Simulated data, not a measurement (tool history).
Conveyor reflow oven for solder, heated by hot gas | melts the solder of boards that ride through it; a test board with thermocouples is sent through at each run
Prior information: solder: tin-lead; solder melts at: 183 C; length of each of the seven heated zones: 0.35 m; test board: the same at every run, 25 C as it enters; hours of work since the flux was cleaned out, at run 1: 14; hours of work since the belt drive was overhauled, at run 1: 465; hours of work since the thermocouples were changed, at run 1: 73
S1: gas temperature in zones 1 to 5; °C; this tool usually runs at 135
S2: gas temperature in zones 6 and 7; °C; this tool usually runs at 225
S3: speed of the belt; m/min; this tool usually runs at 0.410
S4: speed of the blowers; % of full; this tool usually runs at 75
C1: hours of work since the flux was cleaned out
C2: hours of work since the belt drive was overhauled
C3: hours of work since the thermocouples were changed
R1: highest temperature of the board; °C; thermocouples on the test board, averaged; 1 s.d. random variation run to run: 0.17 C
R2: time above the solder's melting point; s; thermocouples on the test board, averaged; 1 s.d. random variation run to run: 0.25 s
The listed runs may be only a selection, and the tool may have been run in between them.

run    hour   S1   S2     S3  S4   C1    C2   C3     R1    R2
  1     0.0  135  225  0.410  75   14   465   73  210.7  70.0
  2    35.0  135  225  0.410  75   35   486   93  210.5  69.6
  3    67.4  140  225  0.410  75   53   504  112  210.9  72.7
  4   121.4  135  225  0.419  75   85   536  143  209.5  66.1
  5   154.0  135  225  0.410  75  103   555  162  210.0  68.9
  6   186.6  135  225  0.410  75  122   573  181  209.8  68.3
  7   237.4  135  225  0.410  75  152   603  210  209.9  67.7
  8   284.8  135  225  0.410  75  179   630  237  209.0  67.7
  9   343.5  135  225  0.336  75  213   664  271  214.2  93.1
      386.2  -- flux residue cleaned out of gas plates and filters
 10   418.4  135  225  0.336  75   19   705  312  215.4  95.0
 11   458.7  135  225  0.336  75   42   728  335  215.1  94.5
 12   503.9  137  218  0.410  76   68   754  361  204.6  63.2
 13   570.1  121  225  0.488  75  106   792  400  201.3  40.3
 14   603.6  121  223  0.488  75  126   812  419  199.2  37.2
 15   643.3  121  223  0.488  75  149   835  442  199.4  37.0
 16   696.3  135  239  0.410  66  179   865  473  218.6  78.0
 17   740.5  129  225  0.410  82  205   891  498  209.2  66.2
      795.4  -- flux residue cleaned out of gas plates and filters
 18   814.8  132  225  0.410  82   11   931  538  211.3  70.8
 19   883.1  133  216  0.368  74   51   970  578  204.3  70.2
 20   953.8  143  213  0.424  62   92  1011  619  196.9  48.3
 21  1015.6  143  213  0.424  62  127  1047  654  196.8  47.6

Below are 3 alternative next runs, each starting from the tool's condition after run 21. Predict each:
  A  1059.8  135  225  0.453  88  153  1073  680   ?   ?
  B  1059.8  133  225  0.391  75  153  1073  680   ?   ?
  C  1059.8  146  215  0.385  75  153  1073  680   ?   ?

run     R1    R2
  A  209.1  61.3
  B  209.9  72.4
  C  203.3  72.3
Take away the tool's hidden state, keep each run's random variation, and the runs would have read:
run     R1    R2
  A  211.1  62.0
  B  211.7  72.7
  C  205.0  73.0
